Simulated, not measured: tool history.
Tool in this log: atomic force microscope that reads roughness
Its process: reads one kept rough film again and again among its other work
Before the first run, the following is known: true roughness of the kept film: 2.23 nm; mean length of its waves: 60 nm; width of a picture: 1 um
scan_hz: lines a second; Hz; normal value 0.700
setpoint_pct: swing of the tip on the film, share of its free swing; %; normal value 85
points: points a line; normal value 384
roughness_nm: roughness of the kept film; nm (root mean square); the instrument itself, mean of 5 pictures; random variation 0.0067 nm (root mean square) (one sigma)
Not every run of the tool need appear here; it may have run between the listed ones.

run,hour,scan_hz,setpoint_pct,points,roughness_nm
1,0.0,0.700,85,384,2.057
2,33.5,0.700,85,384,2.047
3,61.0,0.700,85,384,2.039
4,80.6,0.700,85,384,2.040
5,104.3,0.700,85,384,2.021
# hour 124.0: new tip fitted
6,140.5,0.700,85,384,2.052
7,170.7,3.501,85,384,1.634
8,202.3,0.623,75,659,2.084
9,220.2,0.623,75,659,2.078

The next listed run, before its measurement:
10,244.4,0.700,55,594,?

{"run 10": {"roughness_nm": 2.105}}
With no hidden state in the tool, this same run would have given roughness_nm 2.157 nm (root mean square).
